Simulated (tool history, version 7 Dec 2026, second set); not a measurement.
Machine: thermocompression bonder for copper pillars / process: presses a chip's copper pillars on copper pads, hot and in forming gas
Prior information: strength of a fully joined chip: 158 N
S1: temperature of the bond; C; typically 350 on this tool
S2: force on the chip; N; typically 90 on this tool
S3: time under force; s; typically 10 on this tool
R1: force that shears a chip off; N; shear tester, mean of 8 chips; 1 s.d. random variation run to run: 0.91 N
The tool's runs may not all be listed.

| run | day | S1 | S2 | S3 | R1 |
|---|---|---|---|---|---|
| 1 | 0.000 | 350 | 90 | 10 | 63.6 |
| 2 | 1.554 | 350 | 90 | 10 | 62.3 |
| 3 | 2.788 | 350 | 90 | 10 | 61.9 |
|  | 3.725 | heater calibrated with a thermocouple chip |
| 4 | 4.196 | 350 | 55 | 10 | 41.9 |
| 5 | 5.517 | 350 | 55 | 10 | 39.0 |
| 6 | 6.562 | 350 | 55 | 10 | 40.6 |
|  | 7.025 | forming gas filter changed |
| 7 | 7.404 | 350 | 55 | 10 | 43.2 |
| 8 | 8.250 | 350 | 91 | 10 | 61.0 |
|  | 9.396 | force cell calibrated |
| 9 | 10.021 | 350 | 91 | 10 | 63.3 |
| 10 | 10.821 | 350 | 66 | 10 | 50.2 |
| 11 | 11.942 | 350 | 66 | 10 | 51.3 |
|  | 12.996 | heater calibrated with a thermocouple chip, once more |
| 12 | 13.921 | 350 | 127 | 10 | 84.5 |
| 13 | 15.492 | 350 | 135 | 10 | 85.1 |
| 14 | 17.208 | 350 | 90 | 10 | 67.5 |
|  | 17.808 | forming gas filter changed |
| 15 | 18.717 | 350 | 90 | 10 | 74.3 |
| 16 | 20.083 | 350 | 62 | 10 | 58.6 |
| 17 | 21.417 | 350 | 81 | 10 | 67.8 |
| 18 | 22.525 | 350 | 81 | 10 | 65.6 |
| 19 | 24.454 | 350 | 81 | 10 | 65.7 |
| 20 | 25.996 | 350 | 90 | 10 | 68.7 |
| 21 | 26.967 | 350 | 90 | 10 | 66.9 |
|  | 28.438 | forming gas filter changed |
| 22 | 28.862 | 356 | 61 | 10 | 61.3 |
| 23 | 30.092 | 327 | 61 | 13 | 51.8 |
| 24 | 31.412 | 350 | 80 | 10 | 65.9 |
| 25 | 32.796 | 344 | 132 | 5 | 65.3 |
| 26 | 33.917 | 355 | 76 | 10 | 65.4 |

Expected results for the next run?
| 27 | 35.254 | 325 | 72 | 19 | ? |

Run 27 gave R1 58.9 N.
If the tool had no hidden condition, the same run with the same run-to-run variation would have returned R1 67.0 N.
